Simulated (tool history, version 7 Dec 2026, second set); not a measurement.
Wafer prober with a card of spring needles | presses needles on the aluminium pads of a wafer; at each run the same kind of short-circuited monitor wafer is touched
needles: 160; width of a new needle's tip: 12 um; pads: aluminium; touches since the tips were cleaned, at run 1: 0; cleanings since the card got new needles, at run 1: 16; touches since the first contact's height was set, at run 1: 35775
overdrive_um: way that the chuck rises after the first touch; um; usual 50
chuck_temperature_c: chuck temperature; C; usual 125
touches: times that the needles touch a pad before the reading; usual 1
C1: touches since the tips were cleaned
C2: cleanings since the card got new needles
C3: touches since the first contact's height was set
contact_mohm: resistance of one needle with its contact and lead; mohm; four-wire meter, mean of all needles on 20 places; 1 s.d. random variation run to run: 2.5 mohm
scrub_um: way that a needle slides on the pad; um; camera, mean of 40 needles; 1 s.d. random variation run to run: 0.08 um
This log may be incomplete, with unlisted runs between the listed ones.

Run 1, day 0.000: usual settings; C1 0; C2 16; C3 35775. Result: contact_mohm 290 mohm, scrub_um 10.54 um.
At day 0.279: tips cleaned on abrasive film.
Run 2, day 0.300: usual settings but overdrive_um 59 um; C1 199; C2 17; C3 38261. Result: contact_mohm 297 mohm, scrub_um 12.74 um.
At day 0.558: tips cleaned on abrasive film.
At day 0.838: tips cleaned on abrasive film.
Run 3, day 0.862: usual settings but overdrive_um 59 um, chuck_temperature_c 33 C; C1 195; C2 19; C3 42873. Result: contact_mohm 267 mohm, scrub_um 12.56 um.
At day 1.112: tips cleaned on abrasive film.
Run 4, day 1.296: usual settings but overdrive_um 59 um, chuck_temperature_c 33 C; C1 1546; C2 20; C3 46469. Result: contact_mohm 286 mohm, scrub_um 12.49 um.
At day 1.379: tips cleaned on abrasive film.
At day 1.671: tips cleaned on abrasive film.
Run 5, day 1.758: usual settings but overdrive_um 59 um, chuck_temperature_c 33 C; C1 748; C2 22; C3 50281. Result: contact_mohm 274 mohm, scrub_um 12.60 um.
At day 1.942: tips cleaned on abrasive film.
At day 2.233: tips cleaned on abrasive film.
Run 6, day 2.346: usual settings but overdrive_um 57 um; C1 958; C2 24; C3 55118. Result: contact_mohm 306 mohm, scrub_um 12.16 um.
At day 2.496: tips cleaned on abrasive film.
At day 2.775: tips cleaned on abrasive film.
Run 7, day 2.904: usual settings but chuck_temperature_c 52 C; C1 1090; C2 26; C3 59708. Result: contact_mohm 294 mohm, scrub_um 10.70 um.
At day 3.050: tips cleaned on abrasive film.
At day 3.321: tips cleaned on abrasive film.
Run 8, day 3.504: usual settings but chuck_temperature_c 52 C; C1 1528; C2 28; C3 64644. Result: contact_mohm 304 mohm, scrub_um 10.66 um.
At day 3.592: tips cleaned on abrasive film.
At day 3.850: tips cleaned on abrasive film.
Run 9, day 3.958: usual settings but chuck_temperature_c 52 C, touches 2; C1 912; C2 30; C3 68401. Result: contact_mohm 282 mohm, scrub_um 10.57 um.
At day 4.108: tips cleaned on abrasive film.
At day 4.379: tips cleaned on abrasive film.
Run 10, day 4.442: usual settings; C1 528; C2 32; C3 72354. Result: contact_mohm 310 mohm, scrub_um 10.63 um.
At day 4.654: tips cleaned on abrasive film.
Run 11, day 4.692: usual settings but overdrive_um 38 um, chuck_temperature_c 54 C; C1 311; C2 33; C3 74413. Result: contact_mohm 291 mohm, scrub_um 7.88 um.
At day 4.933: tips cleaned on abrasive film.
At day 5.221: tips cleaned on abrasive film.
Run 12, day 5.229: usual settings but overdrive_um 65 um, chuck_temperature_c 112 C; C1 67; C2 35; C3 78837. Result: contact_mohm 284 mohm, scrub_um 13.82 um.
At day 5.479: tips cleaned on abrasive film.
Run 13, day 5.546: usual settings but overdrive_um 53 um, chuck_temperature_c 112 C, touches 2; C1 570; C2 36; C3 81452. Result: contact_mohm 292 mohm, scrub_um 11.21 um.
At day 5.758: tips cleaned on abrasive film.
Run 14, day 5.933: usual settings but overdrive_um 53 um, chuck_temperature_c 112 C, touches 2; C1 1476; C2 37; C3 84659. Result: contact_mohm 307 mohm, scrub_um 11.01 um.
At day 6.000: height of the first contact set anew.
At day 6.054: tips cleaned on abrasive film.
At day 6.321: tips cleaned on abrasive film.
Run 15, day 6.442: usual settings but overdrive_um 53 um, chuck_temperature_c 112 C, touches 2; C1 1028; C2 39; C3 3637. Result: contact_mohm 296 mohm, scrub_um 10.96 um.
At day 6.600: tips cleaned on abrasive film.
At day 6.867: tips cleaned on abrasive film.
Run 16, day 6.896: usual settings but overdrive_um 70 um, chuck_temperature_c 76 C; C1 228; C2 41; C3 7348. Result: contact_mohm 276 mohm, scrub_um 14.74 um.
At day 6.992: height of the first contact set anew, once more.
At day 7.142: tips cleaned on abrasive film.
At day 7.433: tips cleaned on abrasive film.
Run 17, day 7.433: usual settings but chuck_temperature_c 123 C; C1 0; C2 43; C3 3589. Result: contact_mohm 289 mohm, scrub_um 10.71 um.
At day 7.717: tips cleaned on abrasive film.
Run 18, day 7.817: usual settings but overdrive_um 36 um, chuck_temperature_c 31 C, touches 2; C1 834; C2 44; C3 6763. Result: contact_mohm 292 mohm, scrub_um 7.95 um.
At day 8.017: tips cleaned on abrasive film.
Run 19, day 8.158: usual settings but chuck_temperature_c 44 C, touches 3; C1 1180; C2 45; C3 9594. Result: contact_mohm 276 mohm, scrub_um 11.00 um.
At day 8.279: tips cleaned on abrasive film.
At day 8.562: tips cleaned on abrasive film.
Run 20, day 8.571: usual settings but chuck_temperature_c 44 C, touches 3; C1 56; C2 47; C3 12962. Result: contact_mohm 268 mohm, scrub_um 10.88 um.

Pick out some run-to-run changes in contact_mohm. Of each, how much would a tool without hidden state show as well, from the settings, what came in and chance, and how much is left for the hidden state and any gauge scatter not in both results compared?
Hidden state at play: debris on the tips, nm; way that the needles fall short of the set height, um; tips' diameter, um; drift of the gauge itself on contact_mohm, %; drift of the gauge itself on scrub_um, %.
Run 2 -> 3: chuck_temperature_c 125 -> 33, tips cleaned on abrasive film, tips cleaned on abrasive film. contact_mohm -30 mohm: hidden state +2, all else -32.
Run 5 -> 6: overdrive_um 59 -> 57, chuck_temperature_c 33 -> 125, tips cleaned on abrasive film, tips cleaned on abrasive film. contact_mohm +32 mohm: hidden state +1, all else +31.
Run 8 -> 9: touches 1 -> 2, tips cleaned on abrasive film, tips cleaned on abrasive film. contact_mohm -22 mohm: hidden state -23, all else +1.
Run 17 -> 18: overdrive_um 50 -> 36, chuck_temperature_c 123 -> 31, touches 1 -> 2, tips cleaned on abrasive film. contact_mohm +3 mohm: hidden state +22, all else -19.

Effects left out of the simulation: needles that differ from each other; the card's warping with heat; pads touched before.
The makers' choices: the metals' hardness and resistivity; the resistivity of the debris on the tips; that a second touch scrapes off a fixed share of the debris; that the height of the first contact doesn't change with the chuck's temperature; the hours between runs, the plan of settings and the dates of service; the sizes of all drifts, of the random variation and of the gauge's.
